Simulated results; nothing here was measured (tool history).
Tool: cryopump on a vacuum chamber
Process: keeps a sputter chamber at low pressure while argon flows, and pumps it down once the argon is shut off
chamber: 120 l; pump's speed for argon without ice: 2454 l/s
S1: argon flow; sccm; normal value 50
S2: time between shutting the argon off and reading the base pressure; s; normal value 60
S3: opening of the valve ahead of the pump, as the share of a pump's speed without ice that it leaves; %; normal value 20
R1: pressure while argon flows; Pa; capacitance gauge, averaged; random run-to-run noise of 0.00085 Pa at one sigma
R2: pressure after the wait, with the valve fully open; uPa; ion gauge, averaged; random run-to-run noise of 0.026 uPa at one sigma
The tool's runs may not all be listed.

run   hour  S1   S2  S3      R1    R2
  1    0.0  50   60  20  0.1777  1.33
  2   31.1  50   60  20  0.1792  1.41
  3   54.7  50   60  20  0.1783  1.31
  4   76.5  50   60  20  0.1792  1.36
  5   99.8  50   60  20  0.1768  1.34
  6  133.9  50   60  20  0.1790  1.39
  7  151.2  50   60  15  0.2358  1.36
  8  173.4  50   60  15  0.2361  1.40
  9  194.3  50  181  42  0.0890  0.69
 10  218.4  50  181  42  0.0895  0.70
 11  234.7  36   36  33  0.0800  2.05

Each row is a separate what-if for the run after 11, all from the same tool condition, not one after another. Results?
  A  258.1  86  68  17   ?   ?
  B  258.1  70  62  20   ?   ?
  C  258.1  47  60  20   ?   ?

run      R1    R2
  A  0.3595  1.27
  B  0.2529  1.33
  C  0.1693  1.36
With no hidden state in the tool, these same runs would have given:
run      R1    R2
  A  0.3466  1.02
  B  0.2424  1.08
  C  0.1622  1.11
